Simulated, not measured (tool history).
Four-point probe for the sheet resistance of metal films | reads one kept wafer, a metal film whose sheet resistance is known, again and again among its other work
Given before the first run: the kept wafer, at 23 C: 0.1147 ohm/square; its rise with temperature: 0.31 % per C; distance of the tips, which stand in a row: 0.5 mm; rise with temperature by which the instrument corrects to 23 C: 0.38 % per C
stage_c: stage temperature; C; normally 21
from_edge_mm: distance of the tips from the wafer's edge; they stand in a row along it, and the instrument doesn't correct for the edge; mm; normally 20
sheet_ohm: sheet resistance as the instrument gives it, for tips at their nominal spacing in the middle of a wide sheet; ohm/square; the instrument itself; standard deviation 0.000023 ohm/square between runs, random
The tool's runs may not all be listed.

run,hour,stage_c,from_edge_mm,sheet_ohm
1,0.0,21,20,0.114617
2,15.9,21,5,0.115180
3,29.3,21,5,0.115192
4,46.6,21,5,0.115155
5,63.8,25,20,0.114238
6,79.4,21,20,0.114562
7,92.2,21,20,0.114542
8,114.5,27,20,0.114051
9,132.9,27,20,0.114068
10,150.3,19,20,0.114749
11,160.2,21,20,0.114586
12,177.0,21,20,0.114541
13,191.0,21,20,0.114558
14,202.0,21,20,0.114578
15,219.1,21,20,0.114558
16,240.6,31,4,0.114585
17,263.0,21,34,0.114563
18,277.6,33,46,0.113525
19,298.4,20,15,0.114666
20,313.0,23,13,0.114444
21,326.2,33,55,0.113524
22,344.2,33,55,0.113464
23,360.9,24,14,0.114342
24,382.5,24,14,0.114342
25,401.9,24,14,0.114317
26,415.3,22,47,0.114445
27,435.3,20,4,0.115543
28,453.9,32,20,0.113620
29,473.3,32,20,0.113588
30,491.5,33,3,0.115151

Branching from run 30: 5 alternative next runs. What would each branch give?
A,513.1,34,49,?
B,513.1,21,6,?
C,513.1,33,47,?
D,513.1,19,7,?
E,513.1,21,14,?

run,sheet_ohm
A,0.113438
B,0.114937
C,0.113521
D,0.114941
E,0.114572
Had the tool no hidden state, the same runs would have come out as:
run,sheet_ohm
A,0.113819
B,0.115320
C,0.113902
D,0.115325
E,0.114955
